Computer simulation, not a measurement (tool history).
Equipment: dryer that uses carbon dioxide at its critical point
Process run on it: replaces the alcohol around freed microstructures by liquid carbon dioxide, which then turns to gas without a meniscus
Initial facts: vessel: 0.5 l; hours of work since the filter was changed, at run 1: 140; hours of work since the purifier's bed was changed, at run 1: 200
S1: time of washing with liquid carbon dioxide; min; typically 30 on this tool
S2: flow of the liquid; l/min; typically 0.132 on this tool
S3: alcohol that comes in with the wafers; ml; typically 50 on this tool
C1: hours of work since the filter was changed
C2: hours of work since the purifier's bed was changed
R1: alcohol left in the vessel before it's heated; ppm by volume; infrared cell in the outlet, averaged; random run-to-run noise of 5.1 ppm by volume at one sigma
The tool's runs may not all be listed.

Run 1, hour 0: usual settings; C1 140; C2 200. Result: R1 131 ppm by volume.
Run 2, hour 21: usual settings; C1 153; C2 213. Result: R1 138 ppm by volume.
Run 3, hour 47.1: usual settings; C1 170; C2 229. Result: R1 144 ppm by volume.
Run 4, hour 59.8: usual settings but S1 46 min; C1 178; C2 237. Result: R1 35 ppm by volume.
Run 5, hour 84.7: usual settings but S1 46 min, S2 0.129 l/min; C1 193; C2 253. Result: R1 43 ppm by volume.
At hour 102.5: inlet filter changed.
Run 6, hour 107: usual settings but S1 20 min; C1 3; C2 266. Result: R1 883 ppm by volume.
Run 7, hour 129.9: usual settings but S3 61 ml; C1 17; C2 280. Result: R1 128 ppm by volume.
Run 8, hour 160.5: usual settings but S3 34 ml; C1 36; C2 300. Result: R1 98 ppm by volume.
Run 9, hour 190.7: usual settings but S3 34 ml; C1 55; C2 319. Result: R1 110 ppm by volume.
Run 10, hour 209.9: usual settings but S3 34 ml; C1 67; C2 331. Result: R1 103 ppm by volume.
Run 11, hour 224.2: usual settings but S3 34 ml; C1 76; C2 340. Result: R1 104 ppm by volume.
Run 12, hour 242: usual settings but S3 34 ml; C1 88; C2 351. Result: R1 112 ppm by volume.
Run 13, hour 265.3: usual settings but S3 34 ml; C1 102; C2 365. Result: R1 107 ppm by volume.
Run 14, hour 291.2: usual settings but S1 23 min, S2 0.189 l/min, S3 22 ml; C1 118; C2 382. Result: R1 74 ppm by volume.

Expected results for the next run?
Run 15, hour 304.8: usual settings but S1 45 min, S2 0.107 l/min, S3 22 ml; C1 127; C2 390. Result: R1 ?.

{"run 15": {"R1": 61}}
Take away the tool's hidden state, keep the run-to-run variation as it was, and the same run would have given R1 14 ppm by volume.

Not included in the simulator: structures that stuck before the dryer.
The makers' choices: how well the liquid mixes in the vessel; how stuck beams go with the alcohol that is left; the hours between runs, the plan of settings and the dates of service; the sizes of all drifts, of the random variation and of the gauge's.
